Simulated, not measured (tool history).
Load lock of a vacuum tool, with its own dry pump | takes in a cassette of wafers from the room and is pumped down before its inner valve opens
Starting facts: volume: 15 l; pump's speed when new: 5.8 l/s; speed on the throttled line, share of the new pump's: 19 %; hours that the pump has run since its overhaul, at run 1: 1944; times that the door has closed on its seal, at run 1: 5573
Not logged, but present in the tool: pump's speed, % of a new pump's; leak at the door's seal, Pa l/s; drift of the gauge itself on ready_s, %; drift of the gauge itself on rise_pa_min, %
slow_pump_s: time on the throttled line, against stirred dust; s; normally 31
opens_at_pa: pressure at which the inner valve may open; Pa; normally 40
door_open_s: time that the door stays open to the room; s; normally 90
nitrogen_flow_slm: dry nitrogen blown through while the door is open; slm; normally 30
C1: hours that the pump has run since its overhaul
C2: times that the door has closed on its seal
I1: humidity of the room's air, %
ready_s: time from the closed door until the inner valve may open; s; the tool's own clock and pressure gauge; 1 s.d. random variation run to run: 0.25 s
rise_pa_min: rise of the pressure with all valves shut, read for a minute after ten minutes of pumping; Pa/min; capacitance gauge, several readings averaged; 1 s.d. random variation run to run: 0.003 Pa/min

{"run": 1, "day": 0.0, "slow_pump_s": 31, "opens_at_pa": 40, "door_open_s": 90, "nitrogen_flow_slm": 30, "C1": 1944, "C2": 5573, "I1": 47.3, "ready_s": 45.5, "rise_pa_min": 0.061}
{"run": 2, "day": 7.829, "slow_pump_s": 31, "opens_at_pa": 40, "door_open_s": 90, "nitrogen_flow_slm": 30, "C1": 2132, "C2": 5932, "I1": 46.1, "ready_s": 45.7, "rise_pa_min": 0.057}
{"run": 3, "day": 15.383, "slow_pump_s": 42, "opens_at_pa": 40, "door_open_s": 90, "nitrogen_flow_slm": 30, "C1": 2314, "C2": 6278, "I1": 43.6, "ready_s": 54.6, "rise_pa_min": 0.058}
{"run": 4, "day": 20.8, "slow_pump_s": 42, "opens_at_pa": 40, "door_open_s": 90, "nitrogen_flow_slm": 30, "C1": 2444, "C2": 6526, "I1": 47.7, "ready_s": 54.4, "rise_pa_min": 0.065}
{"run": 5, "day": 28.629, "slow_pump_s": 42, "opens_at_pa": 40, "door_open_s": 90, "nitrogen_flow_slm": 7, "C1": 2632, "C2": 6886, "I1": 44.7, "ready_s": 54.5, "rise_pa_min": 0.113}
{"run": 6, "day": 34.004, "slow_pump_s": 42, "opens_at_pa": 40, "door_open_s": 90, "nitrogen_flow_slm": 8, "C1": 2761, "C2": 7132, "I1": 47.5, "ready_s": 54.5, "rise_pa_min": 0.112}
{"run": 7, "day": 38.717, "slow_pump_s": 42, "opens_at_pa": 40, "door_open_s": 141, "nitrogen_flow_slm": 8, "C1": 2874, "C2": 7348, "I1": 41.6, "ready_s": 54.7, "rise_pa_min": 0.122}
{"run": 8, "day": 42.383, "slow_pump_s": 42, "opens_at_pa": 40, "door_open_s": 141, "nitrogen_flow_slm": 8, "C1": 2962, "C2": 7516, "I1": 46.2, "ready_s": 54.6, "rise_pa_min": 0.128}
{"run": 9, "day": 45.692, "slow_pump_s": 42, "opens_at_pa": 40, "door_open_s": 141, "nitrogen_flow_slm": 8, "C1": 3041, "C2": 7668, "I1": 46.7, "ready_s": 54.9, "rise_pa_min": 0.137}
{"run": 10, "day": 49.258, "slow_pump_s": 42, "opens_at_pa": 40, "door_open_s": 141, "nitrogen_flow_slm": 8, "C1": 3127, "C2": 7832, "I1": 47.9, "ready_s": 54.6, "rise_pa_min": 0.137}
{"run": 11, "day": 53.917, "slow_pump_s": 42, "opens_at_pa": 40, "door_open_s": 141, "nitrogen_flow_slm": 8, "C1": 3238, "C2": 8045, "I1": 45.6, "ready_s": 54.5, "rise_pa_min": 0.13}
{"run": 12, "day": 60.683, "slow_pump_s": 42, "opens_at_pa": 40, "door_open_s": 141, "nitrogen_flow_slm": 8, "C1": 3401, "C2": 8356, "I1": 48.2, "ready_s": 54.7, "rise_pa_min": 0.139}
{"run": 13, "day": 65.938, "slow_pump_s": 42, "opens_at_pa": 40, "door_open_s": 141, "nitrogen_flow_slm": 8, "C1": 3527, "C2": 8597, "I1": 46.1, "ready_s": 54.6, "rise_pa_min": 0.138}
{"run": 14, "day": 69.75, "slow_pump_s": 42, "opens_at_pa": 40, "door_open_s": 141, "nitrogen_flow_slm": 8, "C1": 3618, "C2": 8771, "I1": 46.5, "ready_s": 54.9, "rise_pa_min": 0.138}
{"run": 15, "day": 75.483, "slow_pump_s": 42, "opens_at_pa": 40, "door_open_s": 141, "nitrogen_flow_slm": 8, "C1": 3756, "C2": 9034, "I1": 43.8, "ready_s": 54.5, "rise_pa_min": 0.132}
{"run": 16, "day": 82.3, "slow_pump_s": 42, "opens_at_pa": 40, "door_open_s": 141, "nitrogen_flow_slm": 8, "C1": 3920, "C2": 9347, "I1": 45, "ready_s": 55, "rise_pa_min": 0.133}
{"run": 17, "day": 86.175, "slow_pump_s": 42, "opens_at_pa": 40, "door_open_s": 141, "nitrogen_flow_slm": 8, "C1": 4013, "C2": 9525, "I1": 42.5, "ready_s": 54.5, "rise_pa_min": 0.121}
{"run": 18, "day": 91.708, "slow_pump_s": 44, "opens_at_pa": 40, "door_open_s": 141, "nitrogen_flow_slm": 8, "C1": 4145, "C2": 9778, "I1": 50.1, "ready_s": 56.6, "rise_pa_min": 0.145}
{"run": 19, "day": 95.754, "slow_pump_s": 44, "opens_at_pa": 40, "door_open_s": 141, "nitrogen_flow_slm": 8, "C1": 4243, "C2": 9964, "I1": 41.1, "ready_s": 57.2, "rise_pa_min": 0.126}
{"run": 20, "day": 103.167, "slow_pump_s": 44, "opens_at_pa": 40, "door_open_s": 141, "nitrogen_flow_slm": 8, "C1": 4420, "C2": 10304, "I1": 46.8, "ready_s": 56.5, "rise_pa_min": 0.145}
{"run": 21, "day": 110.0, "slow_pump_s": 31, "opens_at_pa": 32, "door_open_s": 90, "nitrogen_flow_slm": 7, "C1": 4584, "C2": 10617, "I1": 45.8, "ready_s": 47.3, "rise_pa_min": 0.133}
{"run": 22, "day": 114.842, "slow_pump_s": 19, "opens_at_pa": 75, "door_open_s": 43, "nitrogen_flow_slm": 30, "C1": 4701, "C2": 10839, "I1": 48, "ready_s": 34.5, "rise_pa_min": 0.073}
{"run": 23, "day": 121.567, "slow_pump_s": 19, "opens_at_pa": 75, "door_open_s": 43, "nitrogen_flow_slm": 30, "C1": 4862, "C2": 11148, "I1": 48.8, "ready_s": 35.2, "rise_pa_min": 0.074}
{"run": 24, "day": 129.158, "slow_pump_s": 34, "opens_at_pa": 36, "door_open_s": 28, "nitrogen_flow_slm": 13, "C1": 5044, "C2": 11496, "I1": 41.9, "ready_s": 49.3, "rise_pa_min": 0.082}
{"run": 25, "day": 133.588, "slow_pump_s": 31, "opens_at_pa": 40, "door_open_s": 90, "nitrogen_flow_slm": 33, "C1": 5150, "C2": 11699, "I1": 43.1, "ready_s": 46.4, "rise_pa_min": 0.08}
{"run": 26, "day": 141.079, "slow_pump_s": 46, "opens_at_pa": 75, "door_open_s": 90, "nitrogen_flow_slm": 30, "C1": 5330, "C2": 12042, "I1": 45.4, "ready_s": 56.1, "rise_pa_min": 0.088}
{"run": 27, "day": 145.796, "slow_pump_s": 31, "opens_at_pa": 40, "door_open_s": 127, "nitrogen_flow_slm": 34, "C1": 5443, "C2": 12259, "I1": 46.7, "ready_s": 46.4, "rise_pa_min": 0.087}
{"run": 28, "day": 150.229, "slow_pump_s": 31, "opens_at_pa": 40, "door_open_s": 127, "nitrogen_flow_slm": 34, "C1": 5550, "C2": 12462, "I1": 48.2, "ready_s": 46.4, "rise_pa_min": 0.093}
{"run": 29, "day": 156.104, "slow_pump_s": 31, "opens_at_pa": 45, "door_open_s": 161, "nitrogen_flow_slm": 30, "C1": 5691, "C2": 12731, "I1": 44.4, "ready_s": 46.2, "rise_pa_min": 0.101}
{"run": 30, "day": 161.95, "slow_pump_s": 32, "opens_at_pa": 56, "door_open_s": 95, "nitrogen_flow_slm": 15, "C1": 5831, "C2": 12999, "I1": 46, "ready_s": 46.1, "rise_pa_min": 0.123}
{"run": 31, "day": 169.554, "slow_pump_s": 31, "opens_at_pa": 48, "door_open_s": 90, "nitrogen_flow_slm": 10, "C1": 6014, "C2": 13348, "I1": 49, "ready_s": 45.9, "rise_pa_min": 0.139}
{"run": 32, "day": 172.954, "slow_pump_s": 17, "opens_at_pa": 57, "door_open_s": 90, "nitrogen_flow_slm": 15, "C1": 6095, "C2": 13504, "I1": 46, "ready_s": 34.8, "rise_pa_min": 0.115}
{"run": 33, "day": 179.079, "slow_pump_s": 18, "opens_at_pa": 40, "door_open_s": 35, "nitrogen_flow_slm": 6, "C1": 6242, "C2": 13785, "I1": 44.2, "ready_s": 36.3, "rise_pa_min": 0.123}
{"run": 34, "day": 186.842, "slow_pump_s": 34, "opens_at_pa": 40, "door_open_s": 50, "nitrogen_flow_slm": 24, "C1": 6429, "C2": 14141, "I1": 44.5, "ready_s": 49.3, "rise_pa_min": 0.093}
{"run": 35, "day": 191.167, "slow_pump_s": 28, "opens_at_pa": 40, "door_open_s": 211, "nitrogen_flow_slm": 24, "C1": 6532, "C2": 14339, "I1": 44.1, "ready_s": 44.2, "rise_pa_min": 0.131}
{"run": 36, "day": 198.667, "slow_pump_s": 21, "opens_at_pa": 40, "door_open_s": 136, "nitrogen_flow_slm": 5, "C1": 6712, "C2": 14683, "I1": 45.1, "ready_s": 38.9, "rise_pa_min": 0.183}
{"run": 37, "day": 201.862, "slow_pump_s": 31, "opens_at_pa": 40, "door_open_s": 32, "nitrogen_flow_slm": 30, "C1": 6789, "C2": 14830, "I1": 45, "ready_s": 46.8, "rise_pa_min": 0.09}

Below are 3 alternative next runs, each starting from the tool's condition after run 37. Predict each:
{"run": "A", "day": 207.258, "slow_pump_s": 58, "opens_at_pa": 45, "door_open_s": 27, "nitrogen_flow_slm": 30, "C1": 6919, "C2": 15077, "I1": 44.5, "ready_s": "?", "rise_pa_min": "?"}
{"run": "B", "day": 207.258, "slow_pump_s": 35, "opens_at_pa": 40, "door_open_s": 90, "nitrogen_flow_slm": 30, "C1": 6919, "C2": 15077, "I1": 43.4, "ready_s": "?", "rise_pa_min": "?"}
{"run": "C", "day": 207.258, "slow_pump_s": 31, "opens_at_pa": 40, "door_open_s": 77, "nitrogen_flow_slm": 20, "C1": 6919, "C2": 15077, "I1": 44.4, "ready_s": "?", "rise_pa_min": "?"}

run=A ready_s=67.6 rise_pa_min=0.09
run=B ready_s=50 rise_pa_min=0.106
run=C ready_s=46.5 rise_pa_min=0.108
Take away the tool's hidden state, keep each run's random variation, and the runs would have read:
run=A ready_s=66.7 rise_pa_min=0.025
run=B ready_s=48.7 rise_pa_min=0.043
run=C ready_s=45 rise_pa_min=0.044
